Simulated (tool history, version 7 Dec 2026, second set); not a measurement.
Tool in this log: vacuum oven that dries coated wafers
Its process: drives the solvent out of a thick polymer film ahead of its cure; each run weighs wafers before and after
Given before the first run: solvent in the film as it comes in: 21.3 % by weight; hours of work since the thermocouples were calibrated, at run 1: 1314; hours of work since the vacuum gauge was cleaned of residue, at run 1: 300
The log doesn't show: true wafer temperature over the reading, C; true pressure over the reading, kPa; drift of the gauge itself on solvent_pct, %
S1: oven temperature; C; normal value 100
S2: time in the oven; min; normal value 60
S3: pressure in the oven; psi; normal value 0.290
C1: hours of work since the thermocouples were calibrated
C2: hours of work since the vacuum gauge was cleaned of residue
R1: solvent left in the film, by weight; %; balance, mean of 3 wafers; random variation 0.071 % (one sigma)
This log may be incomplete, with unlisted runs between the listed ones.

{"run": 1, "hour": 0.0, "S1": 100, "S2": 60, "S3": 0.29, "C1": 1314, "C2": 300, "R1": 6.13}
{"run": 2, "hour": 59.6, "S1": 106, "S2": 60, "S3": 0.29, "C1": 1338, "C2": 325, "R1": 3.81}
{"run": 3, "hour": 105.0, "S1": 100, "S2": 60, "S3": 0.29, "C1": 1357, "C2": 344, "R1": 6.23}
{"run": 4, "hour": 162.7, "S1": 100, "S2": 60, "S3": 0.29, "C1": 1382, "C2": 368, "R1": 6.11}
{"run": 5, "hour": 227.9, "S1": 100, "S2": 60, "S3": 0.29, "C1": 1409, "C2": 395, "R1": 6.11}
{"run": 6, "hour": 292.4, "S1": 100, "S2": 60, "S3": 0.29, "C1": 1436, "C2": 422, "R1": 6.18}
{"run": 7, "hour": 329.5, "S1": 100, "S2": 60, "S3": 0.29, "C1": 1451, "C2": 438, "R1": 6.12}
{"run": 8, "hour": 369.2, "S1": 100, "S2": 60, "S3": 0.29, "C1": 1468, "C2": 454, "R1": 6.3}
{"run": 9, "hour": 440.2, "S1": 92, "S2": 60, "S3": 0.29, "C1": 1497, "C2": 484, "R1": 9.91}
{"run": 10, "hour": 477.1, "S1": 92, "S2": 60, "S3": 0.29, "C1": 1513, "C2": 499, "R1": 10.01}
{"run": 11, "hour": 552.0, "S1": 92, "S2": 60, "S3": 0.29, "C1": 1544, "C2": 531, "R1": 10.08}
{"run": 12, "hour": 611.3, "S1": 92, "S2": 60, "S3": 0.29, "C1": 1569, "C2": 555, "R1": 9.8}
{"run": 13, "hour": 687.1, "S1": 92, "S2": 60, "S3": 0.29, "C1": 1601, "C2": 587, "R1": 10.16}
{"run": 14, "hour": 749.3, "S1": 92, "S2": 60, "S3": 0.29, "C1": 1627, "C2": 613, "R1": 10.04}
{"run": 15, "hour": 807.3, "S1": 92, "S2": 60, "S3": 0.29, "C1": 1651, "C2": 637, "R1": 10.24}
{"run": 16, "hour": 873.1, "S1": 92, "S2": 60, "S3": 0.29, "C1": 1678, "C2": 665, "R1": 10.16}
{"run": 17, "hour": 914.9, "S1": 100, "S2": 60, "S3": 0.206, "C1": 1696, "C2": 682, "R1": 5.97}
{"hour": 921.5, "done": "oven's thermocouples calibrated"}
{"run": 18, "hour": 995.2, "S1": 100, "S2": 60, "S3": 0.206, "C1": 31, "C2": 715, "R1": 6.62}
{"run": 19, "hour": 1073.2, "S1": 100, "S2": 60, "S3": 0.206, "C1": 63, "C2": 748, "R1": 6.82}
{"run": 20, "hour": 1144.7, "S1": 100, "S2": 60, "S3": 0.206, "C1": 93, "C2": 777, "R1": 6.85}
{"hour": 1201.9, "done": "oven's thermocouples calibrated, once more"}
{"run": 21, "hour": 1214.3, "S1": 100, "S2": 60, "S3": 0.206, "C1": 5, "C2": 806, "R1": 4.72}
{"run": 22, "hour": 1286.5, "S1": 100, "S2": 60, "S3": 0.206, "C1": 35, "C2": 836, "R1": 4.76}
{"run": 23, "hour": 1325.4, "S1": 100, "S2": 60, "S3": 0.29, "C1": 52, "C2": 852, "R1": 5.36}
{"run": 24, "hour": 1383.7, "S1": 100, "S2": 60, "S3": 0.753, "C1": 76, "C2": 876, "R1": 8.5}
{"run": 25, "hour": 1421.5, "S1": 103, "S2": 60, "S3": 0.29, "C1": 92, "C2": 892, "R1": 4.29}
{"run": 26, "hour": 1493.0, "S1": 103, "S2": 60, "S3": 0.29, "C1": 122, "C2": 922, "R1": 4.29}
{"run": 27, "hour": 1557.6, "S1": 115, "S2": 60, "S3": 0.29, "C1": 149, "C2": 949, "R1": 1.84}
{"run": 28, "hour": 1612.6, "S1": 100, "S2": 54, "S3": 0.151, "C1": 172, "C2": 972, "R1": 4.96}
{"run": 29, "hour": 1650.7, "S1": 109, "S2": 60, "S3": 1.159, "C1": 188, "C2": 988, "R1": 7.54}
{"run": 30, "hour": 1719.9, "S1": 110, "S2": 71, "S3": 0.171, "C1": 216, "C2": 1017, "R1": 1.68}
{"run": 31, "hour": 1787.2, "S1": 100, "S2": 60, "S3": 0.194, "C1": 245, "C2": 1045, "R1": 4.88}
{"run": 32, "hour": 1859.0, "S1": 104, "S2": 30, "S3": 0.724, "C1": 275, "C2": 1075, "R1": 9.8}
{"run": 33, "hour": 1937.6, "S1": 99, "S2": 60, "S3": 0.608, "C1": 307, "C2": 1108, "R1": 8.16}
{"run": 34, "hour": 1986.3, "S1": 90, "S2": 55, "S3": 0.284, "C1": 328, "C2": 1128, "R1": 10.83}
{"run": 35, "hour": 2057.6, "S1": 108, "S2": 105, "S3": 0.199, "C1": 358, "C2": 1158, "R1": 1.83}
{"run": 36, "hour": 2131.9, "S1": 105, "S2": 60, "S3": 0.429, "C1": 389, "C2": 1189, "R1": 4.76}
{"run": 37, "hour": 2171.1, "S1": 105, "S2": 60, "S3": 0.429, "C1": 405, "C2": 1206, "R1": 4.69}
{"run": 38, "hour": 2211.7, "S1": 91, "S2": 41, "S3": 0.157, "C1": 422, "C2": 1222, "R1": 10.79}
{"run": 39, "hour": 2289.8, "S1": 91, "S2": 41, "S3": 0.157, "C1": 455, "C2": 1255, "R1": 11.05}
{"run": 40, "hour": 2343.0, "S1": 86, "S2": 41, "S3": 0.415, "C1": 477, "C2": 1277, "R1": 14.36}
{"run": 41, "hour": 2387.1, "S1": 107, "S2": 33, "S3": 0.415, "C1": 495, "C2": 1296, "R1": 6.45}
{"run": 42, "hour": 2443.8, "S1": 96, "S2": 56, "S3": 0.29, "C1": 519, "C2": 1319, "R1": 7.82}
{"run": 43, "hour": 2524.9, "S1": 93, "S2": 52, "S3": 0.261, "C1": 553, "C2": 1353, "R1": 9.31}
{"run": 44, "hour": 2572.9, "S1": 112, "S2": 96, "S3": 0.618, "C1": 573, "C2": 1373, "R1": 3.78}
{"run": 45, "hour": 2650.4, "S1": 100, "S2": 58, "S3": 0.29, "C1": 605, "C2": 1406, "R1": 6.0}
{"run": 46, "hour": 2726.5, "S1": 94, "S2": 34, "S3": 0.218, "C1": 637, "C2": 1438, "R1": 10.97}

Here are 4 independent what-if runs from the current tool condition. What would each one return?
{"run": "A", "hour": 2790.0, "S1": 100, "S2": 30, "S3": 0.183, "C1": 664, "C2": 1464, "R1": "?"}
{"run": "B", "hour": 2790.0, "S1": 100, "S2": 83, "S3": 0.544, "C1": 664, "C2": 1464, "R1": "?"}
{"run": "C", "hour": 2790.0, "S1": 109, "S2": 62, "S3": 0.621, "C1": 664, "C2": 1464, "R1": "?"}
{"run": "D", "hour": 2790.0, "S1": 94, "S2": 44, "S3": 0.218, "C1": 664, "C2": 1464, "R1": "?"}

run=A R1=9.02
run=B R1=6.52
run=C R1=4.84
run=D R1=9.53
Without the tool's unlogged condition, the same runs would have read:
run=A R1=8.25
run=B R1=5.56
run=C R1=4.12
run=D R1=8.65
